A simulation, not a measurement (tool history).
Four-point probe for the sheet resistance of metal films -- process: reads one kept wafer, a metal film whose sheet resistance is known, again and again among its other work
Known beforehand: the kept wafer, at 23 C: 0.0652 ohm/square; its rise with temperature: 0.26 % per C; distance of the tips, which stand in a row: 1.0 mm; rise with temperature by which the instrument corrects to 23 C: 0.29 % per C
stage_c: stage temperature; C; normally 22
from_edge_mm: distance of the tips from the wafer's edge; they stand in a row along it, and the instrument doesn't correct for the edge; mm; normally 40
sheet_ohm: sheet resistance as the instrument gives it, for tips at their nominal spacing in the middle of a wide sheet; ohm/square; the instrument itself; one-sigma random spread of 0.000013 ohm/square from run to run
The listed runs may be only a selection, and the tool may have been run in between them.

Run 1, hour 0: usual settings. Result: sheet_ohm 0.06522 ohm/square.
Run 2, hour 15.2: usual settings. Result: sheet_ohm 0.06525 ohm/square.
Run 3, hour 30.8: usual settings. Result: sheet_ohm 0.065251 ohm/square.
Run 4, hour 43.6: usual settings but from_edge_mm 41 mm. Result: sheet_ohm 0.065255 ohm/square.
Run 5, hour 56: usual settings but stage_c 24 C. Result: sheet_ohm 0.065204 ohm/square.
Run 6, hour 65.3: usual settings but stage_c 24 C. Result: sheet_ohm 0.065219 ohm/square.
Run 7, hour 76.6: usual settings. Result: sheet_ohm 0.065271 ohm/square.
Run 8, hour 89.1: usual settings but from_edge_mm 19 mm. Result: sheet_ohm 0.065339 ohm/square.
Run 9, hour 97.4: usual settings but from_edge_mm 19 mm. Result: sheet_ohm 0.065333 ohm/square.
Run 10, hour 105.6: usual settings. Result: sheet_ohm 0.065244 ohm/square.
Run 11, hour 121.4: usual settings but from_edge_mm 26 mm. Result: sheet_ohm 0.065281 ohm/square.
Run 12, hour 136: usual settings but from_edge_mm 28 mm. Result: sheet_ohm 0.065292 ohm/square.
Run 13, hour 151.7: usual settings. Result: sheet_ohm 0.065282 ohm/square.
Run 14, hour 167.1: usual settings but stage_c 18 C. Result: sheet_ohm 0.065381 ohm/square.
Run 15, hour 183.3: usual settings but from_edge_mm 4 mm. Result: sheet_ohm 0.067396 ohm/square.
Run 16, hour 194.3: usual settings. Result: sheet_ohm 0.065271 ohm/square.
Run 17, hour 210.6: usual settings but stage_c 20 C. Result: sheet_ohm 0.065317 ohm/square.
Run 18, hour 226.1: usual settings but stage_c 20 C. Result: sheet_ohm 0.065362 ohm/square.
Run 19, hour 243.5: usual settings but stage_c 20 C. Result: sheet_ohm 0.065355 ohm/square.
Run 20, hour 259.6: usual settings but stage_c 20 C, from_edge_mm 36 mm. Result: sheet_ohm 0.065368 ohm/square.
Run 21, hour 269.9: usual settings but stage_c 28 C. Result: sheet_ohm 0.065172 ohm/square.
Run 22, hour 283: usual settings but stage_c 26 C. Result: sheet_ohm 0.065268 ohm/square.
Run 23, hour 299.9: usual settings but stage_c 26 C. Result: sheet_ohm 0.065229 ohm/square.
Run 24, hour 308.1: usual settings but stage_c 24 C, from_edge_mm 13 mm. Result: sheet_ohm 0.065461 ohm/square.
At hour 310.1: stage's thermometer calibrated.
Run 25, hour 323.6: usual settings but stage_c 24 C, from_edge_mm 13 mm. Result: sheet_ohm 0.065452 ohm/square.
Run 26, hour 337.3: usual settings but stage_c 34 C. Result: sheet_ohm 0.065055 ohm/square.
Run 27, hour 352: usual settings but stage_c 23 C. Result: sheet_ohm 0.065324 ohm/square.
At hour 365.3: stage's thermometer calibrated, once more.
Run 28, hour 366.2: usual settings but stage_c 18 C, from_edge_mm 46 mm. Result: sheet_ohm 0.065445 ohm/square.
Run 29, hour 382.8: usual settings but stage_c 18 C, from_edge_mm 46 mm. Result: sheet_ohm 0.06543 ohm/square.
Run 30, hour 396.6: usual settings but stage_c 24 C, from_edge_mm 13 mm. Result: sheet_ohm 0.065523 ohm/square.
Run 31, hour 406.2: usual settings but stage_c 18 C, from_edge_mm 36 mm. Result: sheet_ohm 0.06547 ohm/square.
Run 32, hour 415.7: usual settings but stage_c 29 C, from_edge_mm 8 mm. Result: sheet_ohm 0.065757 ohm/square.
Run 33, hour 425.7: usual settings but from_edge_mm 35 mm. Result: sheet_ohm 0.06537 ohm/square.
Run 34, hour 439.6: usual settings but stage_c 32 C, from_edge_mm 8 mm. Result: sheet_ohm 0.065705 ohm/square.
Run 35, hour 455.7: usual settings but stage_c 32 C, from_edge_mm 8 mm. Result: sheet_ohm 0.065719 ohm/square.
Run 36, hour 465.1: usual settings but stage_c 31 C, from_edge_mm 8 mm. Result: sheet_ohm 0.065701 ohm/square.
Run 37, hour 479.1: usual settings but stage_c 25 C, from_edge_mm 26 mm. Result: sheet_ohm 0.06537 ohm/square.
Run 38, hour 496.3: usual settings but from_edge_mm 38 mm. Result: sheet_ohm 0.065391 ohm/square.
Run 39, hour 508.9: usual settings but from_edge_mm 38 mm. Result: sheet_ohm 0.065375 ohm/square.
Run 40, hour 519.6: usual settings but stage_c 21 C. Result: sheet_ohm 0.06544 ohm/square.
Run 41, hour 535.3: usual settings but stage_c 21 C, from_edge_mm 6 mm. Result: sheet_ohm 0.066357 ohm/square.
Run 42, hour 547.8: usual settings but stage_c 23 C. Result: sheet_ohm 0.065398 ohm/square.
Run 43, hour 560.8: usual settings but stage_c 28 C, from_edge_mm 60 mm. Result: sheet_ohm 0.065247 ohm/square.
Run 44, hour 573.9: usual settings but stage_c 28 C, from_edge_mm 17 mm. Result: sheet_ohm 0.065404 ohm/square.

Predict each of these 4 candidate next runs independently; none follows another, all start after run 44:
Run A, hour 591.8: usual settings but stage_c 31 C, from_edge_mm 17 mm. Result: sheet_ohm ?.
Run B, hour 591.8: usual settings but stage_c 23 C, from_edge_mm 4 mm. Result: sheet_ohm ?.
Run C, hour 591.8: usual settings but stage_c 24 C, from_edge_mm 17 mm. Result: sheet_ohm ?.
Run D, hour 591.8: usual settings but stage_c 31 C, from_edge_mm 63 mm. Result: sheet_ohm ?.

run  sheet_ohm
  A   0.065337
  B   0.067518
  C   0.065487
  D   0.065235
With the hidden condition removed and each run's random variation left untouched, the same runs would have given:
run  sheet_ohm
  A   0.065155
  B   0.067331
  C   0.065305
  D   0.065054
